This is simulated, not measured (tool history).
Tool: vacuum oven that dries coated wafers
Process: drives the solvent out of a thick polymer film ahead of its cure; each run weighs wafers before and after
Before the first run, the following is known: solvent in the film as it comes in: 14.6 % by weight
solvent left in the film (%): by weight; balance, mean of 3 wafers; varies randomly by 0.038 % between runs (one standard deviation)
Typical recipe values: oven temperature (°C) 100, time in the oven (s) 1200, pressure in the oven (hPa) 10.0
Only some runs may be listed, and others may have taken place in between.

run,hour,oven temperature (°C),time in the oven (s),pressure in the oven (hPa),solvent left in the film (%)
1,0.0,100,1200,10.0,1.42
2,8.3,100,1560,10.0,0.86
# hour 21.5: oven's thermocouples calibrated
3,24.4,100,1560,10.0,1.02
4,33.8,100,1200,9.7,1.70
5,51.6,109,1200,10.0,0.59
6,68.6,109,1200,10.0,0.50
7,79.2,109,1200,8.9,0.52
8,98.7,100,1200,10.0,1.64
9,110.1,100,1200,10.0,1.62
10,125.6,100,1200,15.6,1.84
11,135.6,100,1200,15.6,1.74
12,148.1,100,1200,15.6,1.74
13,162.7,100,1200,15.6,1.82
14,179.5,100,1200,10.0,1.67
15,194.2,100,1200,10.0,1.65
16,202.9,88,960,14.0,5.46
# hour 205.3: vacuum gauge cleaned of residue and calibrated
17,224.2,88,960,14.0,5.56
18,237.2,115,660,6.3,0.85
19,251.1,115,660,6.3,0.92
20,268.7,100,780,13.2,3.26
21,279.2,112,2100,11.8,0.23

Run 22, settings as shown, results not yet in. Your forecast:
22,291.6,87,1320,11.3,?

Run 22 came out at solvent left in the film (%) 4.26.
Without the tool's hidden state the same run would have given solvent left in the film (%) 4.39.

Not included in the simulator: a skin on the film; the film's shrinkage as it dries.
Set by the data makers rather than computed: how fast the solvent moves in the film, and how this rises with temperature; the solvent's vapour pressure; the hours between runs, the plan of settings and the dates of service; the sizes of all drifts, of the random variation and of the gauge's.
